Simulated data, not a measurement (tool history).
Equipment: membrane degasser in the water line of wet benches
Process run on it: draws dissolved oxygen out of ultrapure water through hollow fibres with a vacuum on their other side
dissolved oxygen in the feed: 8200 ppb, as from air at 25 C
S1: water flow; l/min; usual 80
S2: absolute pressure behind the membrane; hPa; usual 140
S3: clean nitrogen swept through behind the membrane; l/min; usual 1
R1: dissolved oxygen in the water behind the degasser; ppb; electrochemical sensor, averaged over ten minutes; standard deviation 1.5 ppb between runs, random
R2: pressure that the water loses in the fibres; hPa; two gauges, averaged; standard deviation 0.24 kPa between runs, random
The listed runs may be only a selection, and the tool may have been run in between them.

run 1 hour=0 | S1=80 S2=140 S3=1 | R1=1297.2 R2=637.9
run 2 hour=193.1 | S1=80 S2=140 S3=0.68 | R1=1618.8 R2=638.8
run 3 hour=345.6 | S1=80 S2=140 S3=0.68 | R1=1618.8 R2=637.5
run 4 hour=571.8 | S1=99 S2=140 S3=1 | R1=1481.4 R2=788.7
run 5 hour=728.6 | S1=99 S2=140 S3=1 | R1=1481.7 R2=793.6
-- hour=836.9 vacuum gauge calibrated
run 6 hour=874.2 | S1=99 S2=302 S3=1 | R1=3036.2 R2=788.1
run 7 hour=1028.2 | S1=80 S2=279 S3=1 | R1=2546.3 R2=638
-- hour=1103.4 seals of the vacuum lines changed
run 8 hour=1154.9 | S1=80 S2=279 S3=1 | R1=2543 R2=638.2
run 9 hour=1281.7 | S1=73 S2=140 S3=1 | R1=1215.2 R2=582.1
run 10 hour=1502.2 | S1=73 S2=140 S3=1 | R1=1215.9 R2=583
run 11 hour=1622.2 | S1=80 S2=140 S3=0.77 | R1=1502.8 R2=643.4
run 12 hour=1819.3 | S1=80 S2=140 S3=1 | R1=1288.4 R2=641.2
run 13 hour=2012.3 | S1=80 S2=122 S3=1 | R1=1096 R2=641.7
run 14 hour=2207.3 | S1=80 S2=122 S3=1 | R1=1097.8 R2=644.7
run 15 hour=2309.4 | S1=80 S2=140 S3=1.59 | R1=950.8 R2=646.7
run 16 hour=2521.2 | S1=80 S2=180 S3=1 | R1=1691.7 R2=644.9
run 17 hour=2714.7 | S1=82 S2=140 S3=2.24 | R1=753.5 R2=656.9
run 18 hour=2887.1 | S1=101 S2=140 S3=2.79 | R1=762.2 R2=813.2
run 19 hour=3054 | S1=101 S2=140 S3=2.79 | R1=760.4 R2=814.8
run 20 hour=3184.4 | S1=96 S2=92 S3=2.79 | R1=426.9 R2=776
run 21 hour=3339.8 | S1=72 S2=167 S3=0.99 | R1=1477.5 R2=583.5
run 22 hour=3578.8 | S1=118 S2=334 S3=1.91 | R1=2569.6 R2=955.4
run 23 hour=3731.1 | S1=96 S2=135 S3=0.86 | R1=1517.7 R2=773.4
run 24 hour=3888.5 | S1=96 S2=135 S3=0.86 | R1=1516 R2=776.1
run 25 hour=3993.1 | S1=57 S2=256 S3=1 | R1=1926.9 R2=458.5
run 26 hour=4117.1 | S1=80 S2=140 S3=1.39 | R1=1047.5 R2=645.4
run 27 hour=4225.9 | S1=80 S2=140 S3=1.15 | R1=1188.2 R2=646.9
run 28 hour=4408.2 | S1=80 S2=140 S3=1.15 | R1=1185.2 R2=648.2
run 29 hour=4532.6 | S1=80 S2=273 S3=1 | R1=2507.3 R2=646.8
run 30 hour=4746.2 | S1=80 S2=273 S3=1 | R1=2502.6 R2=646.7
run 31 hour=4883.8 | S1=54 S2=133 S3=1 | R1=937.3 R2=436.4
run 32 hour=5067.3 | S1=127 S2=94 S3=0.47 | R1=1499.6 R2=1025.7

4 ways to go on from here, each from the tool as it stands after run 32. What would each give?
run A hour=5278.6 | S1=55 S2=94 S3=0.47 | R1=? R2=?
run B hour=5278.6 | S1=96 S2=85 S3=2.98 | R1=? R2=?
run C hour=5278.6 | S1=127 S2=215 S3=1.64 | R1=? R2=?
run D hour=5278.6 | S1=95 S2=122 S3=0.47 | R1=? R2=?

run=A R1=981.7 R2=447.5
run=B R1=365.9 R2=783.7
run=C R1=2013.1 R2=1032
run=D R1=1809 R2=771
Take away the tool's hidden state, keep each run's random variation, and the runs would have read:
run=A R1=970.9 R2=428.5
run=B R1=356.3 R2=750.5
run=C R1=1999.1 R2=988.3
run=D R1=1794.8 R2=738.4
